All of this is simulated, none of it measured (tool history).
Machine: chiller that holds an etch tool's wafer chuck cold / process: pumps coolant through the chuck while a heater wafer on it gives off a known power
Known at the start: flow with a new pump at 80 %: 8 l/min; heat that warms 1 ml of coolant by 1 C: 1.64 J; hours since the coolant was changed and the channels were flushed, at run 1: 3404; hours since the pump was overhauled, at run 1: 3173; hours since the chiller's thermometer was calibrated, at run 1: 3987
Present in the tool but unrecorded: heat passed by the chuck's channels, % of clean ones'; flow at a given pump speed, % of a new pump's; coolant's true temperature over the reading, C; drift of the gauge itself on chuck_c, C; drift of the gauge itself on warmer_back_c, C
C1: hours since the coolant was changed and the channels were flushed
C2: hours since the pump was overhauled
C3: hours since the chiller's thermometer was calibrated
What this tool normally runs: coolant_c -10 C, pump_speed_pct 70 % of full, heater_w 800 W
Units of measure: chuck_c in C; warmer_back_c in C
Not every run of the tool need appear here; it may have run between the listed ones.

Run 1, hour 0.0: usual settings; C1 3404; C2 3173; C3 3987. Result: chuck_c -1.1 C, warmer_back_c 4.19 C.
Run 2, hour 72.9: usual settings; C1 3477; C2 3246; C3 4060. Result: chuck_c -1.0 C, warmer_back_c 4.20 C.
Run 3, hour 127.6: usual settings but heater_w 816 W; C1 3532; C2 3301; C3 4114. Result: chuck_c -0.8 C, warmer_back_c 4.32 C.
Run 4, hour 162.9: usual settings but heater_w 816 W; C1 3567; C2 3336; C3 4150. Result: chuck_c -0.8 C, warmer_back_c 4.32 C.
Run 5, hour 242.5: usual settings but heater_w 816 W; C1 3647; C2 3416; C3 4229. Result: chuck_c -0.9 C, warmer_back_c 4.33 C.
Run 6, hour 287.6: usual settings; C1 3692; C2 3461; C3 4275. Result: chuck_c -1.1 C, warmer_back_c 4.28 C.
At hour 319.7: chiller's thermometer calibrated.
Run 7, hour 333.9: usual settings but heater_w 1024 W; C1 3737; C2 3506; C3 14. Result: chuck_c 1.5 C, warmer_back_c 5.45 C.
Run 8, hour 420.4: usual settings but heater_w 1024 W; C1 3824; C2 3593; C3 101. Result: chuck_c 1.4 C, warmer_back_c 5.41 C.
Run 9, hour 468.4: usual settings but heater_w 1024 W; C1 3872; C2 3641; C3 149. Result: chuck_c 1.5 C, warmer_back_c 5.44 C.
Run 10, hour 529.1: usual settings but heater_w 1024 W; C1 3932; C2 3701; C3 209. Result: chuck_c 1.5 C, warmer_back_c 5.49 C.
Run 11, hour 609.4: usual settings but heater_w 734 W; C1 4013; C2 3782; C3 290. Result: chuck_c -1.8 C, warmer_back_c 3.88 C.
Run 12, hour 690.0: usual settings but pump_speed_pct 73 % of full; C1 4093; C2 3862; C3 370. Result: chuck_c -1.5 C, warmer_back_c 4.05 C.
Run 13, hour 754.2: usual settings; C1 4157; C2 3926; C3 434. Result: chuck_c -0.9 C, warmer_back_c 4.20 C.
Run 14, hour 830.3: usual settings; C1 4234; C2 4002; C3 511. Result: chuck_c -0.8 C, warmer_back_c 4.22 C.
Run 15, hour 906.2: usual settings but coolant_c -2 C; C1 4309; C2 4078; C3 586. Result: chuck_c 6.9 C, warmer_back_c 4.24 C.
Run 16, hour 963.9: usual settings but coolant_c -2 C; C1 4367; C2 4136; C3 644. Result: chuck_c 7.0 C, warmer_back_c 4.21 C.
Run 17, hour 1027.6: usual settings but coolant_c -2 C; C1 4431; C2 4200; C3 708. Result: chuck_c 6.9 C, warmer_back_c 4.24 C.
Run 18, hour 1063.9: usual settings but coolant_c -7 C, pump_speed_pct 67 % of full, heater_w 679 W; C1 4467; C2 4236; C3 744. Result: chuck_c 0.9 C, warmer_back_c 3.72 C.
Run 19, hour 1150.4: usual settings but coolant_c -8 C, pump_speed_pct 84 % of full, heater_w 679 W; C1 4554; C2 4323; C3 831. Result: chuck_c -1.6 C, warmer_back_c 3.00 C.
At hour 1172.2: coolant changed, channels flushed.
Run 20, hour 1206.5: usual settings but coolant_c -2 C, pump_speed_pct 84 % of full, heater_w 1068 W; C1 34; C2 4373; C3 881. Result: chuck_c 8.3 C, warmer_back_c 4.64 C.
Run 21, hour 1252.8: usual settings but coolant_c -2 C, pump_speed_pct 94 % of full, heater_w 592 W; C1 81; C2 4419; C3 927. Result: chuck_c 3.3 C, warmer_back_c 2.26 C.
Run 22, hour 1323.9: usual settings but pump_speed_pct 75 % of full, heater_w 575 W; C1 152; C2 4490; C3 998. Result: chuck_c -3.9 C, warmer_back_c 2.84 C.
Run 23, hour 1360.1: usual settings but coolant_c -12 C, heater_w 524 W; C1 188; C2 4526; C3 1034. Result: chuck_c -6.0 C, warmer_back_c 2.72 C.
Run 24, hour 1418.7: usual settings but coolant_c -16 C, pump_speed_pct 90 % of full, heater_w 538 W; C1 246; C2 4585; C3 1093. Result: chuck_c -11.3 C, warmer_back_c 2.20 C.
Run 25, hour 1474.7: usual settings but coolant_c -16 C, pump_speed_pct 90 % of full, heater_w 538 W; C1 302; C2 4641; C3 1149. Result: chuck_c -11.1 C, warmer_back_c 2.19 C.
Run 26, hour 1553.7: usual settings but coolant_c -5 C, pump_speed_pct 94 % of full, heater_w 538 W; C1 381; C2 4720; C3 1228. Result: chuck_c -0.3 C, warmer_back_c 2.06 C.
Run 27, hour 1609.1: usual settings but coolant_c -12 C, pump_speed_pct 72 % of full, heater_w 763 W; C1 437; C2 4775; C3 1283. Result: chuck_c -3.8 C, warmer_back_c 3.95 C.
Run 28, hour 1654.3: usual settings but coolant_c -12 C, pump_speed_pct 72 % of full, heater_w 763 W; C1 482; C2 4820; C3 1329. Result: chuck_c -3.7 C, warmer_back_c 3.87 C.

4 ways to go on from here, each from the tool as it stands after run 28. What would each give?
Run A, hour 1712.8: usual settings but coolant_c -11 C, pump_speed_pct 76 % of full, heater_w 422 W; C1 541; C2 4879; C3 1387. Result: chuck_c ?, warmer_back_c ?.
Run B, hour 1712.8: usual settings but coolant_c -13 C; C1 541; C2 4879; C3 1387. Result: chuck_c ?, warmer_back_c ?.
Run C, hour 1712.8: usual settings but coolant_c -3 C, pump_speed_pct 64 % of full; C1 541; C2 4879; C3 1387. Result: chuck_c ?, warmer_back_c ?.
Run D, hour 1712.8: usual settings but coolant_c -15 C, pump_speed_pct 72 % of full, heater_w 763 W; C1 541; C2 4879; C3 1387. Result: chuck_c ?, warmer_back_c ?.

run  chuck_c  warmer_back_c
  A     -6.6           2.05
  B     -4.1           4.19
  C      6.8           4.74
  D     -6.6           3.88
Had the tool no hidden state, the same runs would have come out as:
run  chuck_c  warmer_back_c
  A     -6.6           2.04
  B     -4.1           4.19
  C      6.8           4.74
  D     -6.6           3.88
